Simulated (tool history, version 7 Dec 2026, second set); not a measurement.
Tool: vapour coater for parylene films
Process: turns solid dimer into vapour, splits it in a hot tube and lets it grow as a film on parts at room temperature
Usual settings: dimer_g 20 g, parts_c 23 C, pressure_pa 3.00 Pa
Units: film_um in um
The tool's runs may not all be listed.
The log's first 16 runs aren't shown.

run,hour,dimer_g,parts_c,pressure_pa,hours of work since the trap's valve was overhauled,hours of work since the table's thermometer was calibrated,film_um
17,484.8,20,21,3.00,337,1075,10.29
18,506.6,20,23,8.67,353,1091,7.80
19,538.5,35,23,8.67,376,1114,13.60
20,575.3,35,23,8.67,403,1140,13.78
21,597.4,35,23,8.67,419,1157,13.76
22,625.3,35,23,8.67,439,1177,13.55
23,646.5,35,23,8.67,455,1192,13.61
24,667.0,35,23,8.67,469,1207,13.54
25,689.6,9,19,8.67,486,1223,3.93
26,719.0,29,29,3.00,507,1245,11.90

Forecast run 27:
27,736.4,29,29,3.00,520,1257,?

{"run 27": {"film_um": 11.99}}
Without the tool's hidden state the same run would have given film_um 12.03 um.
